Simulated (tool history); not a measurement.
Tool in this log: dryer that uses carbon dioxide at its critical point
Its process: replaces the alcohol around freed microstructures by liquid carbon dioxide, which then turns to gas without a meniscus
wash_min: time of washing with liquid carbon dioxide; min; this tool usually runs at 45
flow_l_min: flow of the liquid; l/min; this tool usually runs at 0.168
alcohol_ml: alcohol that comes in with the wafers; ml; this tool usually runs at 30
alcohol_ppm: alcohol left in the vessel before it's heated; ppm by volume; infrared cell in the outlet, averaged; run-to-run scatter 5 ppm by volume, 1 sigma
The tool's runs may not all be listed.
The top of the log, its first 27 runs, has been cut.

run    hour  wash_min  flow_l_min  alcohol_ml  hours of work since the filter was changed  hours of work since the purifier's bed was changed  alcohol_ppm
     1102.1  -- inlet filter changed
 28  1118.7        33       0.168          37                                           9                                                  95          281
 29  1144.2        45       0.233         110                                          22                                                 108           32
 30  1180.8        45       0.233         110                                          41                                                 127           30
 31  1232.9        45       0.233         110                                          69                                                 155           43
 32  1289.0        32       0.156          52                                          98                                                 184          730
 33  1317.1        43       0.187          63                                         113                                                 199           95
 34  1349.3        45       0.117          51                                         130                                                 216          634
 35  1386.2        45       0.117          51                                         149                                                 235          669
 36  1433.9        45       0.168          99                                         175                                                 261          207
     1470.1  -- inlet filter changed
 37  1490.2        45       0.168          99                                          11                                                 290          158
 38  1517.9        59       0.198          26                                          25                                                 304           59
 39  1572.0        59       0.198          26                                          54                                                 333           50
 40  1631.2        59       0.198          26                                          85                                                 364           44
 41  1672.7        45       0.168          73                                         107                                                 386          150
 42  1705.7        36       0.143          30                                         124                                                 403          436
 43  1738.6        36       0.143          30                                         141                                                 420          435
 44  1798.4        36       0.143          20                                         173                                                 452          339
     1837.2  -- inlet filter changed
 45  1841.0        49       0.114          37                                           2                                                 474          339
 46  1883.7        49       0.114          37                                          24                                                 496          350

Forecast each of these 5 alternatives for the next run:
  A  1937.4        36       0.104          22                                          53                                                 524            ?
  B  1937.4        58       0.108          33                                          53                                                 524            ?
  C  1937.4        49       0.189          37                                          53                                                 524            ?
  D  1937.4        71       0.114          37                                          53                                                 524            ?
  E  1937.4        31       0.114          37                                          53                                                 524            ?

run  alcohol_ppm
  A          989
  B          233
  C           81
  D          101
  E         1819
Had the tool no hidden state, the same runs would have come out as:
run  alcohol_ppm
  A          864
  B          151
  C           15
  D           31
  E         1648

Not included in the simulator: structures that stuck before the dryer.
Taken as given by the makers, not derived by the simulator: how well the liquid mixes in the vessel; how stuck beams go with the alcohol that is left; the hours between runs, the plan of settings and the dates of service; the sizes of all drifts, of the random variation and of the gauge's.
